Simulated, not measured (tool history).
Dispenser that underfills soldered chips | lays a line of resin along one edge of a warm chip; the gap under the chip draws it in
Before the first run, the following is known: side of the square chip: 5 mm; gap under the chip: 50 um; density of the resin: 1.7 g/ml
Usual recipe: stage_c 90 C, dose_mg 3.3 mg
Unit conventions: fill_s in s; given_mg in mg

{"run": 1, "hour": 0.0, "stage_c": 90, "dose_mg": 3.3, "fill_s": 35.9, "given_mg": 3.23}
{"run": 2, "hour": 4.8, "stage_c": 90, "dose_mg": 3.3, "fill_s": 44, "given_mg": 3.18}
{"hour": 7.8, "done": "new syringe of resin"}
{"run": 3, "hour": 9.2, "stage_c": 90, "dose_mg": 3.3, "fill_s": 32.3, "given_mg": 3.23}
{"run": 4, "hour": 12.5, "stage_c": 90, "dose_mg": 3.3, "fill_s": 37.5, "given_mg": 3.18}
{"run": 5, "hour": 17.0, "stage_c": 90, "dose_mg": 3.3, "fill_s": 46.9, "given_mg": 3.18}
{"run": 6, "hour": 19.1, "stage_c": 90, "dose_mg": 3.3, "fill_s": 49.8, "given_mg": 3.19}
{"hour": 19.7, "done": "new syringe of resin"}
{"run": 7, "hour": 21.9, "stage_c": 90, "dose_mg": 3.3, "fill_s": 32.8, "given_mg": 3.2}
{"run": 8, "hour": 25.3, "stage_c": 90, "dose_mg": 3.3, "fill_s": 38, "given_mg": 3.19}
{"run": 9, "hour": 29.6, "stage_c": 90, "dose_mg": 3.3, "fill_s": 46.4, "given_mg": 3.16}
{"hour": 31.5, "done": "new syringe of resin"}
{"run": 10, "hour": 34.4, "stage_c": 90, "dose_mg": 3.3, "fill_s": 34.6, "given_mg": 3.22}
{"run": 11, "hour": 39.3, "stage_c": 90, "dose_mg": 3.3, "fill_s": 43.5, "given_mg": 3.16}
{"hour": 43.1, "done": "new syringe of resin"}
{"run": 12, "hour": 44.6, "stage_c": 90, "dose_mg": 3.3, "fill_s": 32.8, "given_mg": 3.12}
{"run": 13, "hour": 48.0, "stage_c": 90, "dose_mg": 3.3, "fill_s": 37.2, "given_mg": 3.15}
{"run": 14, "hour": 51.9, "stage_c": 90, "dose_mg": 3.3, "fill_s": 45.5, "given_mg": 3.13}
{"hour": 54.9, "done": "new syringe of resin"}
{"run": 15, "hour": 55.3, "stage_c": 102, "dose_mg": 3.3, "fill_s": 18.1, "given_mg": 3.13}
{"run": 16, "hour": 57.7, "stage_c": 102, "dose_mg": 3.3, "fill_s": 20, "given_mg": 3.13}
{"run": 17, "hour": 60.3, "stage_c": 102, "dose_mg": 3.3, "fill_s": 22.6, "given_mg": 3.19}
{"run": 18, "hour": 63.3, "stage_c": 90, "dose_mg": 3.76, "fill_s": 43.3, "given_mg": 3.55}
{"run": 19, "hour": 65.9, "stage_c": 84, "dose_mg": 3.09, "fill_s": 66.9, "given_mg": 2.93}
{"hour": 66.8, "done": "new syringe of resin"}
{"run": 20, "hour": 69.1, "stage_c": 95, "dose_mg": 3.44, "fill_s": 28.4, "given_mg": 3.18}
{"run": 21, "hour": 73.8, "stage_c": 90, "dose_mg": 3.29, "fill_s": 42.6, "given_mg": 3.06}
{"run": 22, "hour": 77.6, "stage_c": 85, "dose_mg": 3, "fill_s": 64.7, "given_mg": 2.77}
{"hour": 78.8, "done": "new syringe of resin"}
{"run": 23, "hour": 80.2, "stage_c": 85, "dose_mg": 3, "fill_s": 41.1, "given_mg": 2.87}
{"run": 24, "hour": 83.9, "stage_c": 85, "dose_mg": 3, "fill_s": 49.8, "given_mg": 2.78}
{"run": 25, "hour": 86.9, "stage_c": 90, "dose_mg": 4.1, "fill_s": 43.8, "given_mg": 3.82}
{"hour": 90.6, "done": "new syringe of resin"}
{"run": 26, "hour": 90.6, "stage_c": 90, "dose_mg": 4.1, "fill_s": 30.2, "given_mg": 3.74}
{"run": 27, "hour": 93.8, "stage_c": 93, "dose_mg": 3.4, "fill_s": 31.2, "given_mg": 3.14}
{"run": 28, "hour": 98.7, "stage_c": 80, "dose_mg": 3.03, "fill_s": 71.6, "given_mg": 2.78}
{"run": 29, "hour": 101.7, "stage_c": 91, "dose_mg": 3.02, "fill_s": 50, "given_mg": 2.77}
{"hour": 102.4, "done": "new syringe of resin"}
{"run": 30, "hour": 105.8, "stage_c": 83, "dose_mg": 3.67, "fill_s": 50.8, "given_mg": 3.33}
{"run": 31, "hour": 108.1, "stage_c": 83, "dose_mg": 3.67, "fill_s": 55, "given_mg": 3.34}
{"run": 32, "hour": 111.6, "stage_c": 100, "dose_mg": 3.66, "fill_s": 29.6, "given_mg": 3.29}
{"hour": 114.2, "done": "new syringe of resin"}
{"run": 33, "hour": 116.3, "stage_c": 100, "dose_mg": 3.66, "fill_s": 21.3, "given_mg": 3.31}
{"run": 34, "hour": 120.8, "stage_c": 100, "dose_mg": 3.66, "fill_s": 26.3, "given_mg": 3.29}
{"run": 35, "hour": 123.9, "stage_c": 78, "dose_mg": 3.32, "fill_s": 84.9, "given_mg": 2.98}
{"hour": 125.8, "done": "new syringe of resin"}
{"run": 36, "hour": 126.5, "stage_c": 90, "dose_mg": 3.81, "fill_s": 32.5, "given_mg": 3.41}

Measured result minus the same run's result without the hidden state. Both carry the same run-to-run variation, though not necessarily the same gauge scatter:
Hidden state at play: resin's viscosity, % of fresh resin's; dose that the valve gives, % of what is set; true chip temperature over the reading, C; drift of the gauge itself on fill_s, %; drift of the gauge itself on given_mg, %.
run=1 fill_s=+6.3 given_mg=-0.05
run=2 fill_s=+14.7 given_mg=-0.06
run=3 fill_s=+2.9 given_mg=-0.07
run=4 fill_s=+8.1 given_mg=-0.08
run=5 fill_s=+16.6 given_mg=-0.1
run=6 fill_s=+20.6 given_mg=-0.09
run=7 fill_s=+2.9 given_mg=-0.1
run=8 fill_s=+8.4 given_mg=-0.12
run=9 fill_s=+16.5 given_mg=-0.12
run=10 fill_s=+5.3 given_mg=-0.13
run=11 fill_s=+13.9 given_mg=-0.15
run=12 fill_s=+3.1 given_mg=-0.16
run=13 fill_s=+8.2 given_mg=-0.17
run=14 fill_s=+15.8 given_mg=-0.17
run=15 fill_s=+0.8 given_mg=-0.18
run=16 fill_s=+2.8 given_mg=-0.19
run=17 fill_s=+5.3 given_mg=-0.2
run=18 fill_s=+14.1 given_mg=-0.23
run=19 fill_s=+27.3 given_mg=-0.2
run=20 fill_s=+3.9 given_mg=-0.22
run=21 fill_s=+13 given_mg=-0.23
run=22 fill_s=+27 given_mg=-0.22
run=23 fill_s=+4.5 given_mg=-0.22
run=24 fill_s=+12.1 given_mg=-0.23
run=25 fill_s=+14.2 given_mg=-0.32
run=26 fill_s=+1.3 given_mg=-0.32
run=27 fill_s=+5.5 given_mg=-0.28
run=28 fill_s=+24.9 given_mg=-0.26
run=29 fill_s=+21 given_mg=-0.27
run=30 fill_s=+9.5 given_mg=-0.33
run=31 fill_s=+14.8 given_mg=-0.35
run=32 fill_s=+10.9 given_mg=-0.35
run=33 fill_s=+3 given_mg=-0.35
run=34 fill_s=+7.9 given_mg=-0.36
run=35 fill_s=+33.7 given_mg=-0.35
run=36 fill_s=+3 given_mg=-0.41
